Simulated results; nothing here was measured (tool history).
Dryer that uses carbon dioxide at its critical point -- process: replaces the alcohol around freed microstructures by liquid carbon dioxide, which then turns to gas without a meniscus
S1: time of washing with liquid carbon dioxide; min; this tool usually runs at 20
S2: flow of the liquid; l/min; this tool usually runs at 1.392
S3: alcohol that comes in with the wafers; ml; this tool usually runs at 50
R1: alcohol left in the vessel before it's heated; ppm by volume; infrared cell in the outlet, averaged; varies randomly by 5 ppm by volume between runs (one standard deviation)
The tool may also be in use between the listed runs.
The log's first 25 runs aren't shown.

{"hour": 1098.9, "done": "purifier's bed changed"}
{"run": 26, "hour": 1113.2, "S1": 12, "S2": 0.87, "S3": 28, "R1": 758}
{"run": 27, "hour": 1140.3, "S1": 25, "S2": 2.09, "S3": 105, "R1": 12}
{"run": 28, "hour": 1181.6, "S1": 16, "S2": 2.29, "S3": 60, "R1": 14}
{"run": 29, "hour": 1227.8, "S1": 16, "S2": 2.29, "S3": 60, "R1": 24}
{"run": 30, "hour": 1277.0, "S1": 16, "S2": 2.29, "S3": 60, "R1": 17}
{"run": 31, "hour": 1318.8, "S1": 21, "S2": 2.16, "S3": 97, "R1": 29}
{"run": 32, "hour": 1351.6, "S1": 21, "S2": 2.16, "S3": 97, "R1": 27}
{"run": 33, "hour": 1385.0, "S1": 28, "S2": 1.392, "S3": 50, "R1": 29}
{"run": 34, "hour": 1426.1, "S1": 20, "S2": 0.87, "S3": 50, "R1": 406}
{"run": 35, "hour": 1477.8, "S1": 20, "S2": 1.61, "S3": 50, "R1": 60}
{"run": 36, "hour": 1507.3, "S1": 25, "S2": 0.95, "S3": 23, "R1": 85}
{"run": 37, "hour": 1564.4, "S1": 25, "S2": 1.1, "S3": 73, "R1": 126}
{"run": 38, "hour": 1593.7, "S1": 12, "S2": 1.392, "S3": 20, "R1": 235}
{"run": 39, "hour": 1642.4, "S1": 17, "S2": 2.06, "S3": 85, "R1": 66}
{"run": 40, "hour": 1674.7, "S1": 17, "S2": 0.94, "S3": 76, "R1": 918}
{"run": 41, "hour": 1734.1, "S1": 17, "S2": 0.94, "S3": 76, "R1": 932}
{"hour": 1744.9, "done": "inlet filter changed"}
{"run": 42, "hour": 1794.3, "S1": 20, "S2": 1.392, "S3": 22, "R1": 71}

Expected results for the next run?
{"run": 43, "hour": 1855.1, "S1": 19, "S2": 1.39, "S3": 27, "R1": "?"}

Run 43 gave R1 88 ppm by volume.
The same run, on a tool lacking any hidden state, would have yielded R1 30 ppm by volume.
